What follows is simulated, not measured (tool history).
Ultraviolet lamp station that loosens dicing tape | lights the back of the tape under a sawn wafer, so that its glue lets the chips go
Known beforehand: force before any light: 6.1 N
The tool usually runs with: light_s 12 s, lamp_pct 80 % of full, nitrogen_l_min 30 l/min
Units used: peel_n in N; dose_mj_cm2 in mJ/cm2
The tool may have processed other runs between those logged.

run 1 hour=0.0 | light_s=12 lamp_pct=80 nitrogen_l_min=30 | peel_n=0.397 dose_mj_cm2=358
run 2 hour=10.9 | light_s=12 lamp_pct=80 nitrogen_l_min=30 | peel_n=0.381 dose_mj_cm2=355
run 3 hour=26.6 | light_s=12 lamp_pct=80 nitrogen_l_min=30 | peel_n=0.394 dose_mj_cm2=358
run 4 hour=45.2 | light_s=12 lamp_pct=80 nitrogen_l_min=30 | peel_n=0.384 dose_mj_cm2=351
run 5 hour=63.5 | light_s=12 lamp_pct=80 nitrogen_l_min=30 | peel_n=0.404 dose_mj_cm2=348
-- hour=64.9 window cleaned of glue's vapour
run 6 hour=80.4 | light_s=12 lamp_pct=80 nitrogen_l_min=30 | peel_n=0.376 dose_mj_cm2=356
run 7 hour=101.4 | light_s=12 lamp_pct=91 nitrogen_l_min=17 | peel_n=0.453 dose_mj_cm2=394
run 8 hour=118.8 | light_s=14 lamp_pct=81 nitrogen_l_min=17 | peel_n=0.413 dose_mj_cm2=415
run 9 hour=134.5 | light_s=22 lamp_pct=68 nitrogen_l_min=12 | peel_n=0.322 dose_mj_cm2=540
-- hour=149.1 window cleaned of glue's vapour, once more
run 10 hour=152.0 | light_s=12 lamp_pct=83 nitrogen_l_min=30 | peel_n=0.379 dose_mj_cm2=370
run 11 hour=167.2 | light_s=12 lamp_pct=83 nitrogen_l_min=30 | peel_n=0.364 dose_mj_cm2=367

Each row is a separate what-if for the run after 11, all from the same tool condition, not one after another. Results?
run A hour=185.7 | light_s=13 lamp_pct=83 nitrogen_l_min=30 | peel_n=? dose_mj_cm2=?
run B hour=185.7 | light_s=10 lamp_pct=66 nitrogen_l_min=24 | peel_n=? dose_mj_cm2=?
run C hour=185.7 | light_s=12 lamp_pct=83 nitrogen_l_min=37 | peel_n=? dose_mj_cm2=?
run D hour=185.7 | light_s=20 lamp_pct=81 nitrogen_l_min=35 | peel_n=? dose_mj_cm2=?

run=A peel_n=0.319 dose_mj_cm2=393
run=B peel_n=0.899 dose_mj_cm2=242
run=C peel_n=0.319 dose_mj_cm2=369
run=D peel_n=0.190 dose_mj_cm2=595
Had the tool no hidden state, the same runs would have come out as:
run=A peel_n=0.295 dose_mj_cm2=414
run=B peel_n=0.825 dose_mj_cm2=255
run=C peel_n=0.294 dose_mj_cm2=387
run=D peel_n=0.186 dose_mj_cm2=626
